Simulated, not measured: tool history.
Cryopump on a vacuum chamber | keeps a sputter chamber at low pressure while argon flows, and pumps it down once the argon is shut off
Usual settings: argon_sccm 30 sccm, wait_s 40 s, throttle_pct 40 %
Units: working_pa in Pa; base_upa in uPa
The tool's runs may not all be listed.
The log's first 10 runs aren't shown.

Run 11, hour 858.6: usual settings but argon_sccm 38 sccm, wait_s 193 s. Result: working_pa 0.1388 Pa, base_upa 2.87 uPa.
Run 12, hour 920.3: usual settings but throttle_pct 16 %. Result: working_pa 0.2592 Pa, base_upa 5.05 uPa.
Run 13, hour 1020.4: usual settings but wait_s 60 s, throttle_pct 16 %. Result: working_pa 0.2633 Pa, base_upa 4.27 uPa.
Run 14, hour 1098.6: usual settings but argon_sccm 14 sccm. Result: working_pa 0.0515 Pa, base_upa 5.09 uPa.
Run 15, hour 1223.8: usual settings. Result: working_pa 0.1134 Pa, base_upa 5.39 uPa.
Run 16, hour 1325.1: usual settings. Result: working_pa 0.1151 Pa, base_upa 5.69 uPa.
Run 17, hour 1383.7: usual settings but throttle_pct 47 %. Result: working_pa 0.1012 Pa, base_upa 5.86 uPa.
Run 18, hour 1494.3: usual settings but throttle_pct 47 %. Result: working_pa 0.1031 Pa, base_upa 5.99 uPa.
At hour 1538.0: leaking fittings of the chamber tightened, without venting.
Run 19, hour 1562.2: usual settings but wait_s 56 s, throttle_pct 27 %. Result: working_pa 0.1665 Pa, base_upa 2.24 uPa.
At hour 1575.6: pump warmed up, emptied and cooled again.
Run 20, hour 1664.5: usual settings but argon_sccm 12 sccm, wait_s 42 s, throttle_pct 30 %. Result: working_pa 0.0541 Pa, base_upa 2.81 uPa.
Run 21, hour 1746.4: usual settings but argon_sccm 47 sccm, wait_s 287 s, throttle_pct 15 %. Result: working_pa 0.4211 Pa, base_upa 0.76 uPa.
Run 22, hour 1818.9: usual settings but argon_sccm 47 sccm, wait_s 287 s, throttle_pct 15 %. Result: working_pa 0.4301 Pa, base_upa 0.84 uPa.
Run 23, hour 1928.1: usual settings but throttle_pct 25 %. Result: working_pa 0.1659 Pa, base_upa 3.15 uPa.
Run 24, hour 2021.2: usual settings but argon_sccm 32 sccm, wait_s 124 s, throttle_pct 28 %. Result: working_pa 0.1598 Pa, base_upa 1.56 uPa.
Run 25, hour 2115.3: usual settings but argon_sccm 16 sccm, wait_s 89 s, throttle_pct 17 %. Result: working_pa 0.1301 Pa, base_upa 1.93 uPa.
Run 26, hour 2179.2: usual settings but argon_sccm 16 sccm, wait_s 89 s, throttle_pct 17 %. Result: working_pa 0.1307 Pa, base_upa 1.99 uPa.
Run 27, hour 2255.6: usual settings but argon_sccm 16 sccm, wait_s 89 s, throttle_pct 17 %. Result: working_pa 0.1311 Pa, base_upa 2.11 uPa.
Run 28, hour 2319.1: usual settings but argon_sccm 54 sccm, wait_s 162 s, throttle_pct 23 %. Result: working_pa 0.3301 Pa, base_upa 1.65 uPa.
Run 29, hour 2416.5: usual settings but argon_sccm 36 sccm, wait_s 71 s, throttle_pct 23 %. Result: working_pa 0.2217 Pa, base_upa 2.61 uPa.
Run 30, hour 2482.6: usual settings but argon_sccm 37 sccm, wait_s 21 s, throttle_pct 58 %. Result: working_pa 0.0979 Pa, base_upa 6.20 uPa.
Run 31, hour 2600.3: usual settings but wait_s 50 s, throttle_pct 25 %. Result: working_pa 0.1737 Pa, base_upa 3.46 uPa.
Run 32, hour 2671.2: usual settings but argon_sccm 35 sccm, wait_s 32 s, throttle_pct 18 %. Result: working_pa 0.2731 Pa, base_upa 4.74 uPa.
Run 33, hour 2734.4: usual settings but argon_sccm 35 sccm, wait_s 32 s, throttle_pct 23 %. Result: working_pa 0.2192 Pa, base_upa 4.77 uPa.
Run 34, hour 2828.9: usual settings but argon_sccm 35 sccm, wait_s 54 s, throttle_pct 31 %. Result: working_pa 0.1676 Pa, base_upa 3.46 uPa.
Run 35, hour 2891.2: usual settings but argon_sccm 15 sccm, wait_s 61 s. Result: working_pa 0.0576 Pa, base_upa 3.46 uPa.

3 ways to go on from here, each from the tool as it stands after run 35. What would each give?
Run A, hour 2955.6: usual settings but wait_s 24 s, throttle_pct 16 %. Result: working_pa ?, base_upa ?.
Run B, hour 2955.6: usual settings but argon_sccm 15 sccm, wait_s 61 s. Result: working_pa ?, base_upa ?.
Run C, hour 2955.6: usual settings but argon_sccm 38 sccm, wait_s 265 s. Result: working_pa ?, base_upa ?.

run  working_pa  base_upa
  A      0.2678      6.14
  B      0.0583      3.54
  C      0.1469      2.27
Without the tool's hidden state the same runs would have given:
run  working_pa  base_upa
  A      0.2524      4.52
  B      0.0507      1.93
  C      0.1275      0.63
